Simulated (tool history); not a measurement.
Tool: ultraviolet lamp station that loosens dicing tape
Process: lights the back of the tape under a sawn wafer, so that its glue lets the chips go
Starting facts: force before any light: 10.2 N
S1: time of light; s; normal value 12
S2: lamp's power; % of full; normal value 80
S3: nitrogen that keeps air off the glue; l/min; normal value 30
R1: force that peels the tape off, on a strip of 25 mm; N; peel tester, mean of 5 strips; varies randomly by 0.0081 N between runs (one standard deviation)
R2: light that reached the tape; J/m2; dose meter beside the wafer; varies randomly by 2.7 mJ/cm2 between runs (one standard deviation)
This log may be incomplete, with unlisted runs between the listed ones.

run   hour  S1  S2  S3     R1    R2
  1      0  12  80  30  0.319  3510
  2   13.1  13  80  30  0.284  3780
  3   20.8  13  80  30  0.291  3730
  4     28  12  80  30  0.316  3460
  5   42.4  12  80  30  0.313  3460
  6   51.6  12  80  30  0.326  3470
  7   63.9  12  80  30   0.33  3480
  8   74.2  12  80  30  0.329  3490
  9   81.1  12  80  40  0.289  3470
 10   89.7  12  80  40   0.27  3470
 11  102.2  12  80  40   0.28  3480
 12  117.1  12  80  40  0.288  3470
 13  126.7  12  80  40  0.282  3470
 14  138.1  12  80  40  0.288  3470
 15  147.6  12  80  24  0.369  3470
 16  160.7  12  80  24  0.364  3460
 17  171.7  12  80  30  0.318  3500
 18    182  12  76  30  0.351  3280
 19  191.9  12  76  30  0.366  3280
 20  207.7  12  76  30  0.348  3260
 21  222.7  12  87  30  0.288  3790
 22  239.1  12  87  30  0.285  3780
 23  254.1  12  87  24  0.336  3750
 24  269.3  12  87  24  0.326  3790
 25  280.1   8  76  30  0.749  2220
 26  286.9  12  61  12  1.133  2670
 27  303.3  12  80  15  0.558  3490
 28  313.6  12  80  15   0.52  3450
 29  320.7   9  63  32  0.824  2020
 30  331.5  16  77  11   0.42  4500
 31  342.5  16  77  11  0.427  4400
 32  350.9  14  89  54  0.223  4480
 33  359.2  15  80  38  0.246  4360
 34  369.5  12  73  35   0.35  3180
 35  383.5   6  99  17  1.269  2120
 36  393.6   6  99  17  1.229  2140
 37  405.2  20  99  45  0.224  7160
 38  417.7  10  98  45  0.283  3520
 39  425.4  10  66  45  0.474  2380
 40  436.7   8  89  10  1.388  2580
 41  451.6  15  80  56  0.231  4380
 42  460.9   6  61  30  1.937  1340
 43  473.9   8  72  14  1.529  2060
 44  482.2  18  79  30   0.24  5160
 45  498.6  18  79  30  0.231  5150

Below are 3 alternative next runs, each starting from the tool's condition after run 45. Predict each:
  A  509.1  10  82  56   ?   ?
  B  509.1  12  66  41   ?   ?
  C  509.1  18  75  36   ?   ?

run     R1    R2
  A   0.29  2940
  B  0.356  2870
  C   0.23  4830
What these runs would have given with no unlogged condition in the tool:
run     R1    R2
  A  0.289  2940
  B  0.354  2870
  C   0.23  4840
